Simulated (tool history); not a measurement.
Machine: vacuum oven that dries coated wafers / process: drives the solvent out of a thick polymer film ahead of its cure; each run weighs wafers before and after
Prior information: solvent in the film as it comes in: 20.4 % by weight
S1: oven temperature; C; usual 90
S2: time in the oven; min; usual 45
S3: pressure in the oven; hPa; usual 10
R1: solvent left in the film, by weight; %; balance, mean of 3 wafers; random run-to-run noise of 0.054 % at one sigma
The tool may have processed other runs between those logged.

run,hour,S1,S2,S3,R1
1,0.0,90,45,10,2.03
2,8.6,90,45,10,1.98
3,25.0,90,44,10,2.17
4,38.5,90,44,10,2.02
5,55.0,90,44,10,2.08
6,63.6,90,45,10,2.09
7,80.2,90,50,10,1.62
8,98.0,90,50,10,1.82
9,111.6,90,50,10,1.70

For run 10, what comes out?
10,129.1,90,45,10,?

R1: 2.10 %
With no hidden state in the tool, this same run would have given R1 2.05 %.
